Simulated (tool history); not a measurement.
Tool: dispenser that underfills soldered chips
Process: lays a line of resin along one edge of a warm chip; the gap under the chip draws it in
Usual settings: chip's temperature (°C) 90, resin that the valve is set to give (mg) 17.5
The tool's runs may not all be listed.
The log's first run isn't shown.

| run | hour | chip's temperature (°C) | resin that the valve is set to give (mg) | time until the resin shows at the far edge (s) | resin that the valve gave (mg) |
|---|---|---|---|---|---|
| 2 | 3.4 | 90 | 17.5 | 83.5 | 16.15 |
| 3 | 6.6 | 90 | 17.5 | 96.8 | 16.02 |
| 4 | 10.6 | 90 | 17.5 | 121.3 | 16.18 |
|  | 11.6 | new syringe of resin |
|  | 13.3 | dispensing valve cleaned and set on the balance |
| 5 | 16.9 | 90 | 18.0 | 84.6 | 18.08 |
| 6 | 21.4 | 90 | 18.0 | 107.5 | 18.11 |
|  | 24.1 | new syringe of resin |
| 7 | 24.6 | 90 | 18.0 | 69.8 | 18.05 |
| 8 | 28.1 | 90 | 18.0 | 82.9 | 17.90 |
| 9 | 33.6 | 90 | 17.5 | 111.7 | 17.40 |
|  | 35.8 | new syringe of resin |
| 10 | 36.3 | 90 | 17.5 | 70.1 | 17.31 |
| 11 | 41.0 | 90 | 17.5 | 90.0 | 17.22 |
| 12 | 46.3 | 90 | 17.5 | 119.7 | 17.17 |
|  | 47.3 | new syringe of resin |
| 13 | 49.6 | 90 | 17.5 | 79.8 | 17.15 |
| 14 | 52.2 | 90 | 17.5 | 88.4 | 17.16 |
| 15 | 55.3 | 90 | 17.5 | 104.6 | 17.20 |
|  | 58.9 | new syringe of resin |
| 16 | 58.9 | 90 | 17.5 | 68.8 | 17.15 |
| 17 | 63.3 | 90 | 19.2 | 85.2 | 18.96 |
| 18 | 66.5 | 90 | 17.5 | 102.9 | 17.04 |
|  | 70.6 | new syringe of resin |
| 19 | 72.2 | 90 | 17.5 | 75.6 | 17.01 |
| 20 | 76.7 | 90 | 17.5 | 95.0 | 16.93 |
| 21 | 79.4 | 94 | 17.5 | 98.0 | 16.89 |
|  | 82.4 | new syringe of resin |
| 22 | 82.9 | 79 | 20.4 | 93.0 | 19.73 |
| 23 | 87.2 | 80 | 20.4 | 113.6 | 19.68 |
| 24 | 90.0 | 87 | 20.4 | 111.0 | 19.41 |
|  | 94.2 | new syringe of resin |
| 25 | 94.6 | 87 | 20.4 | 76.0 | 19.53 |

The next listed run, before its measurement:
| 26 | 99.4 | 80 | 20.6 | ? | ? |

{"run 26": {"time until the resin shows at the far edge (s)": 119.4, "resin that the valve gave (mg)": 19.77}}
Without the tool's hidden state the same run would have given time until the resin shows at the far edge (s) 85.8, resin that the valve gave (mg) 20.68.
